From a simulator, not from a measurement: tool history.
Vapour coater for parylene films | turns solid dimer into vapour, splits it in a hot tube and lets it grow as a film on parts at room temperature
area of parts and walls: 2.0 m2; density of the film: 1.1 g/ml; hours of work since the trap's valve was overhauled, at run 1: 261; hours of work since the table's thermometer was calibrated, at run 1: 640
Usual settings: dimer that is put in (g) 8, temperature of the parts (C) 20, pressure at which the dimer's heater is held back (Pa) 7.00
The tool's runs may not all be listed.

run,hour,dimer that is put in (g),temperature of the parts (C),pressure at which the dimer's heater is held back (Pa),hours of work since the trap's valve was overhauled,hours of work since the table's thermometer was calibrated,thickness of the film (um)
1,0.0,8,20,7.00,261,640,2.09
# hour 12.8: trap's valve overhauled
2,31.1,8,20,7.00,15,662,2.27
3,43.2,8,20,7.00,25,672,2.22
4,71.9,8,20,7.00,48,695,2.25
5,89.0,8,20,7.00,62,709,2.22
6,111.8,4,20,7.00,81,728,1.11
7,137.0,4,20,7.00,101,748,1.09
8,149.8,13,21,2.62,112,759,4.08
9,176.5,11,17,7.00,133,780,3.20
10,188.7,11,19,7.00,143,790,3.05
11,214.9,3,24,8.57,165,812,0.72
12,233.0,7,28,7.00,179,826,1.56
13,261.3,7,15,4.06,203,849,2.28
14,288.5,4,15,3.66,225,872,1.32

Some steps in thickness of the film (um) between neighbouring runs. How much of each would the tool show without its hidden state too (settings, what came in, random variation), and how much is left for the hidden state, with any gauge scatter that isn't in both results?
The hidden state here: vapour lost through the trap's worn valve, %; true temperature of the parts over the reading, C; drift of the gauge itself on film_um, %.
Run 1 -> 2: trap's valve overhauled. thickness of the film (um) +0.18: hidden state +0.17, all else +0.01.
Run 7 -> 8: dimer that is put in (g) 4 -> 13, temperature of the parts (C) 20 -> 21, pressure at which the dimer's heater is held back (Pa) 7.00 -> 2.62. thickness of the film (um) +2.99: hidden state -0.10, all else +3.09.
